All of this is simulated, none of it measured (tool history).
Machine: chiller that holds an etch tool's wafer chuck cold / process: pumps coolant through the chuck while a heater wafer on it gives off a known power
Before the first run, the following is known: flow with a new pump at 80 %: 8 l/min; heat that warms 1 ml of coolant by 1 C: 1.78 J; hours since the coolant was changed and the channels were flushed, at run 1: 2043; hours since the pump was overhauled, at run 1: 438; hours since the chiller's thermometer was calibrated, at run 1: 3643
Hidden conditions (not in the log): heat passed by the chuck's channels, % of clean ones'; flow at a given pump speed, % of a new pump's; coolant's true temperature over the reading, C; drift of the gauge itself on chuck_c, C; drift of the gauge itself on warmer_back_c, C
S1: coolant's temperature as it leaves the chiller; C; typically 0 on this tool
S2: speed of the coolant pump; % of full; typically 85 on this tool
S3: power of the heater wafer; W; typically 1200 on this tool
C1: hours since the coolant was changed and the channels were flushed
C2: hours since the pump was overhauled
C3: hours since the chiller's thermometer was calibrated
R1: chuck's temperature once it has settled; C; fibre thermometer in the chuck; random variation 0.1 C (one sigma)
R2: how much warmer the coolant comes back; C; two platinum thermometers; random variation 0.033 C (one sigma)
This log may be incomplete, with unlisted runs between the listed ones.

{"run": 1, "hour": 0.0, "S1": 0, "S2": 85, "S3": 1200, "C1": 2043, "C2": 438, "C3": 3643, "R1": 10.2, "R2": 4.72}
{"run": 2, "hour": 114.9, "S1": 0, "S2": 85, "S3": 1200, "C1": 2158, "C2": 553, "C3": 3757, "R1": 10.4, "R2": 4.75}
{"run": 3, "hour": 183.6, "S1": 0, "S2": 85, "S3": 1200, "C1": 2227, "C2": 622, "C3": 3826, "R1": 10.3, "R2": 4.75}
{"run": 4, "hour": 300.6, "S1": 0, "S2": 85, "S3": 1200, "C1": 2344, "C2": 739, "C3": 3943, "R1": 10.4, "R2": 4.81}
{"hour": 382.0, "done": "chiller's thermometer calibrated"}
{"run": 5, "hour": 413.2, "S1": 0, "S2": 85, "S3": 1200, "C1": 2456, "C2": 850, "C3": 31, "R1": 10.2, "R2": 4.81}
{"run": 6, "hour": 555.1, "S1": 0, "S2": 85, "S3": 1200, "C1": 2598, "C2": 992, "C3": 173, "R1": 10.2, "R2": 4.79}
{"run": 7, "hour": 626.5, "S1": 0, "S2": 73, "S3": 1200, "C1": 2669, "C2": 1063, "C3": 244, "R1": 12.0, "R2": 5.79}
{"run": 8, "hour": 720.6, "S1": 0, "S2": 73, "S3": 1200, "C1": 2763, "C2": 1158, "C3": 339, "R1": 12.0, "R2": 5.75}
{"run": 9, "hour": 831.0, "S1": 0, "S2": 85, "S3": 1200, "C1": 2873, "C2": 1268, "C3": 449, "R1": 10.4, "R2": 4.88}
{"run": 10, "hour": 980.9, "S1": 0, "S2": 85, "S3": 1200, "C1": 3023, "C2": 1418, "C3": 599, "R1": 10.7, "R2": 4.87}
{"run": 11, "hour": 1126.1, "S1": -10, "S2": 85, "S3": 1200, "C1": 3169, "C2": 1563, "C3": 744, "R1": 0.8, "R2": 4.85}
{"run": 12, "hour": 1274.8, "S1": 4, "S2": 65, "S3": 613, "C1": 3317, "C2": 1712, "C3": 893, "R1": 11.1, "R2": 3.42}
{"run": 13, "hour": 1381.8, "S1": 4, "S2": 65, "S3": 613, "C1": 3424, "C2": 1819, "C3": 1000, "R1": 11.2, "R2": 3.35}
{"run": 14, "hour": 1468.4, "S1": 4, "S2": 65, "S3": 613, "C1": 3511, "C2": 1905, "C3": 1086, "R1": 11.2, "R2": 3.32}
{"run": 15, "hour": 1588.0, "S1": 4, "S2": 65, "S3": 613, "C1": 3630, "C2": 2025, "C3": 1206, "R1": 11.3, "R2": 3.39}
{"run": 16, "hour": 1722.0, "S1": -7, "S2": 69, "S3": 653, "C1": 3764, "C2": 2159, "C3": 1340, "R1": 0.2, "R2": 3.42}
{"run": 17, "hour": 1865.8, "S1": 0, "S2": 81, "S3": 1267, "C1": 3908, "C2": 2303, "C3": 1484, "R1": 12.3, "R2": 5.52}

4 ways to go on from here, each from the tool as it stands after run 17. What would each give?
{"run": "A", "hour": 1945.2, "S1": 3, "S2": 72, "S3": 1200, "C1": 3988, "C2": 2382, "C3": 1563, "R1": "?", "R2": "?"}
{"run": "B", "hour": 1945.2, "S1": -4, "S2": 91, "S3": 1057, "C1": 3988, "C2": 2382, "C3": 1563, "R1": "?", "R2": "?"}
{"run": "C", "hour": 1945.2, "S1": -9, "S2": 72, "S3": 1317, "C1": 3988, "C2": 2382, "C3": 1563, "R1": "?", "R2": "?"}
{"run": "D", "hour": 1945.2, "S1": -9, "S2": 81, "S3": 1350, "C1": 3988, "C2": 2382, "C3": 1563, "R1": "?", "R2": "?"}

run=A R1=16.2 R2=5.92
run=B R1=5.2 R2=4.12
run=C R1=5.4 R2=6.61
run=D R1=4.1 R2=5.93
Stripped of hidden state, with their random variation kept, the same runs would have yielded:
run=A R1=14.1 R2=5.61
run=B R1=3.7 R2=3.90
run=C R1=3.1 R2=6.27
run=D R1=2.0 R2=5.61

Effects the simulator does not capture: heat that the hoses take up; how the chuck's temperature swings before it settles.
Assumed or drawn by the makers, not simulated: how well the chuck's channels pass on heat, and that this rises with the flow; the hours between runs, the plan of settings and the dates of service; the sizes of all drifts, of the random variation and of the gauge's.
